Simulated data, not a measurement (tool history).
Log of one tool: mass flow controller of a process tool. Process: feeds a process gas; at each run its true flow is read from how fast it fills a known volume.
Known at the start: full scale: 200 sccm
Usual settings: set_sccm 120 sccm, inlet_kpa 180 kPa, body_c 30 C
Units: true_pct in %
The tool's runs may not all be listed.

Run 1, hour 0.0: usual settings. Result: true_pct 100.30 %.
Run 2, hour 97.9: usual settings. Result: true_pct 100.47 %.
Run 3, hour 209.8: usual settings but inlet_kpa 153 kPa. Result: true_pct 100.37 %.
Run 4, hour 329.5: usual settings but body_c 22 C. Result: true_pct 100.94 %.
Run 5, hour 387.2: usual settings but body_c 22 C. Result: true_pct 100.93 %.
Run 6, hour 438.3: usual settings. Result: true_pct 100.50 %.
Run 7, hour 560.4: usual settings. Result: true_pct 100.56 %.
Run 8, hour 642.8: usual settings. Result: true_pct 100.55 %.
Run 9, hour 732.7: usual settings. Result: true_pct 100.70 %.
Run 10, hour 798.1: usual settings. Result: true_pct 100.68 %.
Run 11, hour 891.4: usual settings but set_sccm 29 sccm. Result: true_pct 102.80 %.
Run 12, hour 1011.8: usual settings. Result: true_pct 100.55 %.
Run 13, hour 1074.1: usual settings. Result: true_pct 100.60 %.
Run 14, hour 1181.4: usual settings. Result: true_pct 100.66 %.
Run 15, hour 1256.1: usual settings. Result: true_pct 100.72 %.
Run 16, hour 1318.2: usual settings but body_c 24 C. Result: true_pct 101.06 %.
Run 17, hour 1414.2: usual settings. Result: true_pct 100.72 %.
Run 18, hour 1480.2: usual settings. Result: true_pct 100.82 %.
Run 19, hour 1586.7: usual settings. Result: true_pct 100.81 %.
Run 20, hour 1682.1: usual settings. Result: true_pct 100.84 %.
Run 21, hour 1773.8: usual settings. Result: true_pct 100.91 %.
Run 22, hour 1842.5: usual settings but set_sccm 110 sccm. Result: true_pct 100.93 %.
Run 23, hour 1946.4: usual settings. Result: true_pct 100.99 %.
Run 24, hour 2017.1: usual settings but set_sccm 28 sccm. Result: true_pct 103.69 %.
Run 25, hour 2111.4: usual settings but set_sccm 67 sccm, inlet_kpa 240 kPa, body_c 24 C. Result: true_pct 102.10 %.
Run 26, hour 2230.7: usual settings but set_sccm 67 sccm, inlet_kpa 240 kPa, body_c 24 C. Result: true_pct 101.90 %.
Run 27, hour 2304.6: usual settings but set_sccm 67 sccm, inlet_kpa 240 kPa, body_c 24 C. Result: true_pct 102.17 %.
Run 28, hour 2415.5: usual settings but set_sccm 168 sccm, inlet_kpa 237 kPa, body_c 22 C. Result: true_pct 101.74 %.
Run 29, hour 2507.0: usual settings but set_sccm 168 sccm, inlet_kpa 237 kPa, body_c 22 C. Result: true_pct 101.78 %.
Run 30, hour 2559.2: usual settings but set_sccm 168 sccm, inlet_kpa 237 kPa, body_c 22 C. Result: true_pct 101.64 %.
Run 31, hour 2657.4: usual settings but set_sccm 156 sccm, inlet_kpa 237 kPa, body_c 39 C. Result: true_pct 100.88 %.
Run 32, hour 2711.3: usual settings but set_sccm 89 sccm, inlet_kpa 234 kPa, body_c 39 C. Result: true_pct 101.05 %.
Run 33, hour 2774.2: usual settings but set_sccm 72 sccm, inlet_kpa 186 kPa, body_c 32 C. Result: true_pct 101.52 %.
Run 34, hour 2878.3: usual settings but set_sccm 72 sccm, inlet_kpa 186 kPa, body_c 32 C. Result: true_pct 101.42 %.
Run 35, hour 2961.0: usual settings but set_sccm 62 sccm, inlet_kpa 174 kPa. Result: true_pct 101.83 %.
Run 36, hour 3014.9: usual settings but set_sccm 21 sccm, inlet_kpa 186 kPa, body_c 34 C. Result: true_pct 106.02 %.
Run 37, hour 3133.0: usual settings but set_sccm 50 sccm, inlet_kpa 192 kPa. Result: true_pct 102.53 %.
Run 38, hour 3240.5: usual settings but set_sccm 50 sccm, inlet_kpa 154 kPa. Result: true_pct 102.42 %.
Run 39, hour 3290.7: usual settings but set_sccm 32 sccm, inlet_kpa 187 kPa, body_c 38 C. Result: true_pct 103.76 %.
Run 40, hour 3368.3: usual settings but inlet_kpa 169 kPa, body_c 38 C. Result: true_pct 100.83 %.
Run 41, hour 3484.6: usual settings but set_sccm 39 sccm, inlet_kpa 175 kPa, body_c 23 C. Result: true_pct 103.97 %.
Run 42, hour 3547.6: usual settings but set_sccm 30 sccm, inlet_kpa 209 kPa, body_c 29 C. Result: true_pct 104.82 %.
Run 43, hour 3598.0: usual settings but set_sccm 43 sccm, inlet_kpa 142 kPa, body_c 29 C. Result: true_pct 103.01 %.
Run 44, hour 3710.9: usual settings but set_sccm 43 sccm, inlet_kpa 142 kPa, body_c 29 C. Result: true_pct 103.07 %.
Run 45, hour 3808.8: usual settings but set_sccm 43 sccm, inlet_kpa 142 kPa, body_c 29 C. Result: true_pct 103.21 %.
Run 46, hour 3903.7: usual settings but inlet_kpa 171 kPa, body_c 25 C. Result: true_pct 101.70 %.
Run 47, hour 4017.3: usual settings but inlet_kpa 171 kPa, body_c 25 C. Result: true_pct 101.67 %.
Run 48, hour 4108.5: usual settings but inlet_kpa 172 kPa, body_c 32 C. Result: true_pct 101.30 %.

The same runs without the tool's hidden state, with the same run-to-run variation:
The hidden state here: flow at rest that the sensor doesn't see, % of full scale; true flow over the shown one, %; drift of the gauge itself on true_pct, %.
run  true_pct
  1     99.09
  2     99.23
  3     99.10
  4     99.63
  5     99.60
  6     99.16
  7     99.19
  8     99.16
  9     99.28
 10     99.24
 11     98.61
 12     99.06
 13     99.09
 14     99.12
 15     99.16
 16     99.48
 17     99.12
 18     99.20
 19     99.16
 20     99.17
 21     99.21
 22     99.12
 23     99.25
 24     98.53
 25     99.48
 26     99.24
 27     99.47
 28    100.18
 29    100.20
 30    100.05
 31     99.21
 32     98.71
 33     98.79
 34     98.66
 35     98.72
 36     98.42
 37     98.79
 38     98.63
 39     98.29
 40     98.71
 41     99.21
 42     98.86
 43     98.56
 44     98.56
 45     98.64
 46     99.43
 47     99.37
 48     98.97

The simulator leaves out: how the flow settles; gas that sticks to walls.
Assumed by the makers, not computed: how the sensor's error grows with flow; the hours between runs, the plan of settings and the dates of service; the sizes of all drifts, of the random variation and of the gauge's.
